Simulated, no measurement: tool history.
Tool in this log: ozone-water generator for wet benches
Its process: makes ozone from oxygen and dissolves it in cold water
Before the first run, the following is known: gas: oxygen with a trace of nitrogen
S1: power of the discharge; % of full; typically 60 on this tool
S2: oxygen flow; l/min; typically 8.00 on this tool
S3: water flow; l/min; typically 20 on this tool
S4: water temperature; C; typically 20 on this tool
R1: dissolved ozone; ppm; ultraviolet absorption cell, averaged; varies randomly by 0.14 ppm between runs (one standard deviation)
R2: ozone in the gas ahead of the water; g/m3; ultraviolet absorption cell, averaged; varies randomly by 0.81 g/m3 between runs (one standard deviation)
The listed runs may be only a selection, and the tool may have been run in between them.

run      day  S1     S2  S3  S4    R1     R2
  1    0.000  60   8.00  20  20  16.3  126.8
  2    6.054  60   8.00  15  20  20.2  126.4
  3   12.067  60   8.00  23  20  14.5  126.9
  4   16.921  60   8.00  23  20  14.6  126.4
  5   20.988  60   8.00  23  20  14.6  126.9
  6   24.779  60   8.00  23  20  14.5  127.8
  7   27.904  94   8.00  23  20  21.8  188.2
  8   33.125  60   8.00  13  20  22.0  125.2
  9   38.358  60   8.00  13  13  25.1  126.3
 10   43.375  60   8.00  13  13  25.5  126.2
 11   48.875  60   8.00  13  13  25.6  127.2
 12   55.017  60   8.00  13  13  25.5  127.1
 13   58.971  60   8.00  13  13  25.3  124.3
 14   62.662  60   8.00  13  13  25.4  126.5
 15   66.600  60   8.00  20  15  18.0  126.4
 16   73.192  60   8.00  23  15  15.9  126.1
      77.679  -- water thermometer calibrated
 17   79.062  60   8.00  23  15  15.8  126.9
 18   83.417  60   8.00  20  19  16.5  126.2
 19   88.729  60   7.15  28  20  12.5  132.9
 20   91.646  60  12.63  20  13  18.1   99.4
 21   97.217  60   8.00  20  12  18.7  125.6
 22   99.967  89   8.00  20  13  26.3  178.8
     104.779  -- contactor cleaned
 23  105.483  55   7.61  15  26  16.4  121.0

Estimate the outcome of run 24 from the log above:
 24  108.846  60  5.02  20  20   ?   ?

Run 24 came out at R1 16.7 ppm, R2 160.7 g/m3.
With the hidden condition absent and the run-to-run variation left alone, this run would have shown R1 16.7 ppm, R2 161.1 g/m3.

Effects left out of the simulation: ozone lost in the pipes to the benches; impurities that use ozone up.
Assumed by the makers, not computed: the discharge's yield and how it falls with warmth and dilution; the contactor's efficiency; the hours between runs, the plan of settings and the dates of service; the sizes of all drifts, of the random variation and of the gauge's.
